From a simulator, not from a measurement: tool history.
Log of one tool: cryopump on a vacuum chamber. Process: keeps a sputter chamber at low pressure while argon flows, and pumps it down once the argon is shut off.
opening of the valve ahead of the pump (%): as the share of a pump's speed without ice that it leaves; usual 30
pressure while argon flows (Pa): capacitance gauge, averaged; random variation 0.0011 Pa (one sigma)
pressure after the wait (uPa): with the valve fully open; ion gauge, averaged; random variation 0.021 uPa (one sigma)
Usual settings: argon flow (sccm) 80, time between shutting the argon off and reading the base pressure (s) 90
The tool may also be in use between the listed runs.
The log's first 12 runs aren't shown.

| run | hour | argon flow (sccm) | time between shutting the argon off and reading the base pressure (s) | opening of the valve ahead of the pump (%) | pressure while argon flows (Pa) | pressure after the wait (uPa) |
|---|---|---|---|---|---|---|
| 13 | 177.9 | 75 | 90 | 37 | 0.1953 | 1.62 |
| 14 | 192.6 | 75 | 90 | 37 | 0.1975 | 1.56 |
| 15 | 207.3 | 75 | 90 | 37 | 0.1982 | 1.59 |
| 16 | 217 | 80 | 90 | 30 | 0.2588 | 1.56 |
| 17 | 233.2 | 80 | 90 | 30 | 0.2581 | 1.55 |
| 18 | 252.7 | 80 | 32 | 30 | 0.2575 | 2.13 |
| 19 | 264.9 | 64 | 31 | 58 | 0.1099 | 2.12 |
| 20 | 275.6 | 42 | 97 | 58 | 0.0726 | 1.54 |
| 21 | 287.1 | 42 | 97 | 58 | 0.0732 | 1.55 |
| 22 | 300 | 42 | 97 | 58 | 0.0726 | 1.59 |
| 23 | 311.1 | 91 | 90 | 23 | 0.3802 | 1.6 |
| 24 | 326 | 41 | 90 | 45 | 0.0909 | 1.69 |
| 25 | 345.3 | 49 | 121 | 29 | 0.1639 | 1.57 |
| 26 | 358.5 | 119 | 221 | 25 | 0.457 | 1.48 |
| 27 | 374.3 | 80 | 50 | 15 | 0.5074 | 1.84 |
| 28 | 382.4 | 80 | 50 | 15 | 0.5111 | 1.91 |
| 29 | 394.4 | 80 | 50 | 15 | 0.5072 | 1.87 |
| 30 | 411.3 | 80 | 50 | 15 | 0.507 | 1.82 |
| 31 | 423.7 | 39 | 35 | 30 | 0.1255 | 2.17 |
| 32 | 433 | 39 | 35 | 30 | 0.1269 | 2.1 |
| 33 | 444.7 | 157 | 23 | 60 | 0.2691 | 2.63 |

Forecast each of these 4 alternatives for the next run:
| A | 459.6 | 146 | 23 | 29 | ? | ? |
| B | 459.6 | 80 | 90 | 15 | ? | ? |
| C | 459.6 | 107 | 58 | 30 | ? | ? |
| D | 459.6 | 80 | 150 | 60 | ? | ? |

| run | pressure while argon flows (Pa) | pressure after the wait (uPa) |
|---|---|---|
| A | 0.489 | 2.61 |
| B | 0.5104 | 1.71 |
| C | 0.3492 | 1.89 |
| D | 0.1359 | 1.59 |
Without the tool's hidden state the same runs would have given:
| run | pressure while argon flows (Pa) | pressure after the wait (uPa) |
|---|---|---|
| A | 0.4687 | 1.35 |
| B | 0.4992 | 0.48 |
| C | 0.3342 | 0.62 |
| D | 0.1247 | 0.35 |

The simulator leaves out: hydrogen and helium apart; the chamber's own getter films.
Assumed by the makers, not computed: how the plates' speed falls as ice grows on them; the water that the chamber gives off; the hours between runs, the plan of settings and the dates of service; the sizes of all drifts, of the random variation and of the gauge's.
